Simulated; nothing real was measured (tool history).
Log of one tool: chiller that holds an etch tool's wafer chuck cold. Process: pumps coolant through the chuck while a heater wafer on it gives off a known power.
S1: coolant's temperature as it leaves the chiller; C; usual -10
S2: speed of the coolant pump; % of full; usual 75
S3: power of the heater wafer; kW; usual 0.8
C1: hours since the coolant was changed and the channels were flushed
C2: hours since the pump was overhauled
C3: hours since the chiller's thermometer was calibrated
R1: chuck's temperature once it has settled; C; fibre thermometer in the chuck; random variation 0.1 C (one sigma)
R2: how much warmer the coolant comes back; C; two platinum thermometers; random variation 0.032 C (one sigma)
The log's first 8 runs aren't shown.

Run 9, hour 159.2: usual settings; C1 2696; C2 1243; C3 5249. Result: R1 -4.3 C, R2 3.64 C.
Run 10, hour 185.8: usual settings; C1 2723; C2 1270; C3 5275. Result: R1 -4.5 C, R2 3.71 C.
Run 11, hour 208.3: usual settings; C1 2745; C2 1293; C3 5298. Result: R1 -4.4 C, R2 3.65 C.
Run 12, hour 230: usual settings; C1 2767; C2 1314; C3 5320. Result: R1 -4.4 C, R2 3.67 C.
Run 13, hour 244.1: usual settings but S1 -2 C; C1 2781; C2 1328; C3 5334. Result: R1 3.5 C, R2 3.66 C.
Run 14, hour 263.8: usual settings but S1 -2 C; C1 2801; C2 1348; C3 5354. Result: R1 3.5 C, R2 3.62 C.
Run 15, hour 288.7: usual settings but S1 -2 C; C1 2826; C2 1373; C3 5378. Result: R1 3.8 C, R2 3.67 C.
Run 16, hour 312.3: usual settings but S1 -2 C; C1 2849; C2 1396; C3 5402. Result: R1 3.5 C, R2 3.63 C.
Run 17, hour 329.1: usual settings but S1 -2 C; C1 2866; C2 1413; C3 5419. Result: R1 3.8 C, R2 3.66 C.
Run 18, hour 357.5: usual settings but S1 -2 C; C1 2895; C2 1442; C3 5447. Result: R1 3.8 C, R2 3.66 C.
Run 19, hour 374.4: usual settings but S1 -2 C; C1 2912; C2 1459; C3 5464. Result: R1 3.5 C, R2 3.62 C.
Run 20, hour 401.2: usual settings but S1 -9 C, S2 80 % of full, S3 0.686 kW; C1 2938; C2 1485; C3 5491. Result: R1 -4.6 C, R2 2.95 C.
Run 21, hour 418.3: usual settings but S3 0.673 kW; C1 2955; C2 1502; C3 5508. Result: R1 -5.6 C, R2 3.06 C.
Run 22, hour 439.9: usual settings but S1 -8 C; C1 2977; C2 1524; C3 5530. Result: R1 -2.2 C, R2 3.64 C.
Run 23, hour 457.8: usual settings but S1 -2 C, S2 100 % of full; C1 2995; C2 1542; C3 5547. Result: R1 2.5 C, R2 2.81 C.
Run 24, hour 476.3: usual settings but S1 -1 C, S2 79 % of full; C1 3013; C2 1561; C3 5566. Result: R1 4.4 C, R2 3.5 C.
Run 25, hour 501.3: usual settings but S1 -1 C, S2 79 % of full; C1 3038; C2 1586; C3 5591. Result: R1 4.3 C, R2 3.48 C.
Run 26, hour 530.5: usual settings but S1 -3 C, S2 89 % of full, S3 0.425 kW; C1 3068; C2 1615; C3 5620. Result: R1 -0.9 C, R2 1.66 C.
Run 27, hour 554.1: usual settings but S1 -3 C, S2 89 % of full, S3 0.425 kW; C1 3091; C2 1638; C3 5644. Result: R1 -1 C, R2 1.57 C.
Run 28, hour 582.2: usual settings but S1 -3 C, S2 89 % of full, S3 0.425 kW; C1 3119; C2 1666; C3 5672. Result: R1 -0.9 C, R2 1.63 C.
Run 29, hour 603.4: usual settings but S1 -3 C, S2 89 % of full, S3 0.425 kW; C1 3141; C2 1688; C3 5693. Result: R1 -0.8 C, R2 1.66 C.
Run 30, hour 619.2: usual settings but S1 -18 C; C1 3156; C2 1703; C3 5709. Result: R1 -12.4 C, R2 3.61 C.
Run 31, hour 647.9: usual settings but S1 -18 C, S2 81 % of full; C1 3185; C2 1732; C3 5738. Result: R1 -12.7 C, R2 3.38 C.
At hour 663.7: chiller's thermometer calibrated.
Run 32, hour 675.2: usual settings but S1 -18 C, S2 81 % of full; C1 3211; C2 1758; C3 12. Result: R1 -11.6 C, R2 3.43 C.
Run 33, hour 688.4: usual settings but S1 -8 C, S2 65 % of full; C1 3225; C2 1772; C3 25. Result: R1 -0.7 C, R2 4.24 C.

3 ways to go on from here, each from the tool as it stands after run 33. What would each give?
Run A, hour 710.5: usual settings but S1 -8 C, S2 64 % of full, S3 0.465 kW; C1 3247; C2 1794; C3 47. Result: R1 ?, R2 ?.
Run B, hour 710.5: usual settings but S1 -12 C, S2 61 % of full, S3 0.553 kW; C1 3247; C2 1794; C3 47. Result: R1 ?, R2 ?.
Run C, hour 710.5: usual settings but S2 76 % of full, S3 1.178 kW; C1 3247; C2 1794; C3 47. Result: R1 ?, R2 ?.

run    R1    R2
  A  -3.5  2.51
  B  -6.6   3.1
  C  -0.1  5.38
Without the tool's hidden state the same runs would have given:
run    R1    R2
  A  -3.9  2.45
  B  -7.2  3.02
  C  -1.2  5.24

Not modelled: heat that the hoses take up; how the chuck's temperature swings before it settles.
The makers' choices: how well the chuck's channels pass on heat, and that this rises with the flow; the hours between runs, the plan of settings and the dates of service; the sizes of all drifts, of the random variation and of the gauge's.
